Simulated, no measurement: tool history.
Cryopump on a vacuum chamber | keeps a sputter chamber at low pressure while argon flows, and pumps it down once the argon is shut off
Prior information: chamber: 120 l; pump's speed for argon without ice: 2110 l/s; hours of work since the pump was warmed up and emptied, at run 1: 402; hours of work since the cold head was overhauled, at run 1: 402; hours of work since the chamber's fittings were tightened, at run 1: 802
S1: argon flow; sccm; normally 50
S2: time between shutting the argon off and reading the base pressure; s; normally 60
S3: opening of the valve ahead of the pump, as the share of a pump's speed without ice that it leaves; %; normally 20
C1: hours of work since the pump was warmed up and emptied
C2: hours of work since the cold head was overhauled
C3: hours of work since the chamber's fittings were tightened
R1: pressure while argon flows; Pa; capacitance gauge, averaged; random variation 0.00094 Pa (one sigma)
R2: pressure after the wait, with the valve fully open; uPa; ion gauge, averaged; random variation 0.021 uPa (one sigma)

run	hour	S1	S2	S3	C1	C2	C3	R1	R2
1	0.0	50	60	20	402	402	802	0.2033	1.09
2	32.5	50	60	20	421	421	821	0.2043	1.07
3	65.8	50	60	20	441	441	841	0.2040	1.04
4	90.1	50	60	20	455	455	855	0.2047	1.10
5	107.5	50	25	20	466	466	866	0.2045	1.48
6	123.2	50	25	20	475	475	875	0.2059	1.48
7	152.7	50	25	20	492	492	892	0.2037	1.49
8	182.3	50	25	20	510	510	910	0.2054	1.58
9	200.0	50	25	20	520	520	921	0.2043	1.53
10	230.0	50	25	20	538	538	938	0.2053	1.53
11	244.0	50	25	20	547	547	947	0.2057	1.53
12	259.9	50	25	20	556	556	956	0.2040	1.53
13	287.1	50	25	20	572	572	972	0.2060	1.58
14	304.2	50	25	20	582	582	982	0.2058	1.59
15	325.2	50	25	20	595	595	995	0.2047	1.60
16	352.9	50	25	20	611	611	1011	0.2063	1.59
17	375.3	50	25	20	625	625	1025	0.2045	1.57

What will run 18 give?
18	391.8	50	129	22	634	634	1035	?	?

Run 18 measured R1 0.1872 Pa, R2 1.18 uPa.
Take away the tool's hidden state, keep the run-to-run variation as it was, and the same run would have given R1 0.1813 Pa, R2 0.27 uPa.
